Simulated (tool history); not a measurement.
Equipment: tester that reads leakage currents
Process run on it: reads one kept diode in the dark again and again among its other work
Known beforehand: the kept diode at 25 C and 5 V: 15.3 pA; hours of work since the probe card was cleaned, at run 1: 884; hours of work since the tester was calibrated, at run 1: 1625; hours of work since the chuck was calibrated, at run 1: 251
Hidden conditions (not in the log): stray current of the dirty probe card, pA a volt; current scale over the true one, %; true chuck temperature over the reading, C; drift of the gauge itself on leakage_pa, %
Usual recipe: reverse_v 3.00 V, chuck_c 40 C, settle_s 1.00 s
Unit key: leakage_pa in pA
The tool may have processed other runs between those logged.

run	hour	reverse_v	chuck_c	settle_s	hours of work since the probe card was cleaned	hours of work since the tester was calibrated	hours of work since the chuck was calibrated	leakage_pa
1	0.0	3.00	40	1.00	884	1625	251	44.40
2	135.2	3.00	40	9.11	971	1711	337	44.43
3	220.3	3.00	40	9.11	1025	1765	392	44.39
4	304.1	3.00	40	9.11	1078	1818	445	44.28
5	461.2	3.00	36	9.11	1178	1919	545	32.22
6	527.6	4.53	40	1.00	1221	1961	587	51.29
7	676.6	4.53	40	1.00	1315	2056	682	51.63
8	773.8	4.53	40	1.00	1377	2118	744	51.64
9	885.4	3.00	40	0.96	1449	2189	815	44.74
10	991.5	3.00	23	1.00	1516	2256	883	11.12
11	1110.7	5.22	26	1.79	1592	2332	959	17.30
12	1196.4	5.22	20	1.79	1647	2387	1013	10.33
13	1270.7	5.22	20	1.79	1694	2434	1061	10.36
14	1405.2	5.22	20	1.79	1780	2520	1146	10.33

Predict each of these 3 candidate next runs independently; none follows another, all start after run 14:
A	1471.2	4.15	57	2.05	1822	2562	1188	?
B	1471.2	5.22	46	7.13	1822	2562	1188	?
C	1471.2	19.85	40	1.01	1822	2562	1188	?

run	leakage_pa
A	176.92
B	85.72
C	87.00
What these runs would have given with no unlogged condition in the tool:
run	leakage_pa
A	176.84
B	85.66
C	86.85

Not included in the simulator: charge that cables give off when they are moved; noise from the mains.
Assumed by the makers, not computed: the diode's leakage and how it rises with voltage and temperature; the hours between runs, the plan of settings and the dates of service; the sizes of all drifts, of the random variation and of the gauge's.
